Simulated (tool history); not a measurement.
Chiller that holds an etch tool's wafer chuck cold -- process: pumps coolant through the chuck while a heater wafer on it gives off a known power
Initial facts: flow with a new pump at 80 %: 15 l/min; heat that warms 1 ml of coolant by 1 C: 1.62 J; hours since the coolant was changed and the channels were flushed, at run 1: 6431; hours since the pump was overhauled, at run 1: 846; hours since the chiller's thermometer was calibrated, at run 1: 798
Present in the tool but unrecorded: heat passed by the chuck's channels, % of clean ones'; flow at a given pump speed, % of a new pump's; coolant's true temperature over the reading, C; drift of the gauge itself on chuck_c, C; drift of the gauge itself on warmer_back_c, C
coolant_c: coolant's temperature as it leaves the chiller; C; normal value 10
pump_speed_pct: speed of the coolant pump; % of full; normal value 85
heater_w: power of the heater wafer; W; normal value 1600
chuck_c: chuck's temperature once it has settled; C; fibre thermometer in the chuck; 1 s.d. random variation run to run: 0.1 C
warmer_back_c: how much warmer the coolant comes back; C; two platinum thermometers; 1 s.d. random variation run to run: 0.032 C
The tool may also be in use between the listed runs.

run   hour  coolant_c  pump_speed_pct  heater_w  hours since the coolant was changed and the channels were flushed  hours since the pump was overhauled  hours since the chiller's thermometer was calibrated  chuck_c  warmer_back_c
  1      0         10              85      1600                                                               6431                                  846                                                   798     27.2           3.77
  2   31.8         10              85      1600                                                               6463                                  878                                                   830     27.2           3.76
  3     46         10              85      1600                                                               6477                                  892                                                   844       27           3.75
  4   72.3         10              85      1600                                                               6504                                  919                                                   871     27.1           3.81
  5   91.7          3              85      1600                                                               6523                                  938                                                   890     20.2           3.84
  6  113.5          3              85      1600                                                               6545                                  960                                                   912     20.2           3.79
  7  139.4         10              85      1600                                                               6571                                  986                                                   938     27.3           3.81
  8  162.7         10              85      1600                                                               6594                                 1009                                                   961     27.2           3.78
  9  194.9         14              85      1600                                                               6626                                 1041                                                   993     31.4           3.84
 10  213.4         10              85      1600                                                               6645                                 1060                                                  1012     27.3           3.79
 11  245.3         19              85      1600                                                               6677                                 1092                                                  1044     36.3           3.79
 12  258.8         19              85      1600                                                               6690                                 1105                                                  1057     36.3           3.74
 13  273.2         10              85      1600                                                               6704                                 1119                                                  1071     27.4           3.81
 14  304.5         10              85      1600                                                               6736                                 1151                                                  1103     27.3           3.83
     307.6  -- chiller's thermometer calibrated
 15  333.3         10              85      1600                                                               6764                                 1179                                                    26     27.5           3.79
 16  357.4         10              85      1600                                                               6788                                 1203                                                    50     27.2           3.79
 17  379.7         10              85      1600                                                               6810                                 1225                                                    72     27.5           3.87
 18  408.7         17              85      1317                                                               6839                                 1254                                                   101     31.6           3.14

Estimate the outcome of run 19 from the log above:
     424.7  -- chiller's thermometer calibrated, once more
 19  441.9          4              85      1048                                                               6871                                 1286                                                    17        ?              ?

{"run 19": {"chuck_c": 15.7, "warmer_back_c": 2.45}}
Take away the tool's hidden state, keep the run-to-run variation as it was, and the same run would have given chuck_c 13.7 C, warmer_back_c 2.4 C.
